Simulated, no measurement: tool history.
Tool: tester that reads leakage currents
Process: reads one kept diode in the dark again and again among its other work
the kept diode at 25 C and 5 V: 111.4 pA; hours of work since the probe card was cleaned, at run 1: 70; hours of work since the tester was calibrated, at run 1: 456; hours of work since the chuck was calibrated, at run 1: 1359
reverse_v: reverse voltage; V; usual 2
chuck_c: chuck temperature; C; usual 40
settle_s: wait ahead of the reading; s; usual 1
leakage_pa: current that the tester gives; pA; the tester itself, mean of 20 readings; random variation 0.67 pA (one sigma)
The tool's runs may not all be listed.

| run | hour | reverse_v | chuck_c | settle_s | hours of work since the probe card was cleaned | hours of work since the tester was calibrated | hours of work since the chuck was calibrated | leakage_pa |
|---|---|---|---|---|---|---|---|---|
| 1 | 0 | 2 | 40 | 1 | 70 | 456 | 1359 | 255.3 |
| 2 | 46.9 | 2 | 40 | 1 | 103 | 489 | 1393 | 257.07 |
| 3 | 95.7 | 2 | 40 | 1 | 138 | 523 | 1427 | 257.71 |
|  | 136.9 | chuck's temperature calibrated |
| 4 | 142.2 | 2 | 40 | 1 | 170 | 555 | 4 | 224.97 |
| 5 | 165.5 | 11.97 | 40 | 1 | 186 | 571 | 20 | 537.75 |
| 6 | 190 | 5.38 | 40 | 1 | 203 | 589 | 38 | 363.67 |
| 7 | 215.6 | 5.38 | 24 | 2.29 | 221 | 607 | 56 | 108.58 |
| 8 | 259.3 | 5.38 | 24 | 2.29 | 252 | 638 | 87 | 108.03 |

The next listed run, before its measurement:
| 9 | 305.1 | 11.95 | 40 | 1 | 285 | 670 | 119 | ? |

Run 9 gave leakage_pa 541.03 pA.
Without the tool's hidden state the same run would have given leakage_pa 532.42 pA.
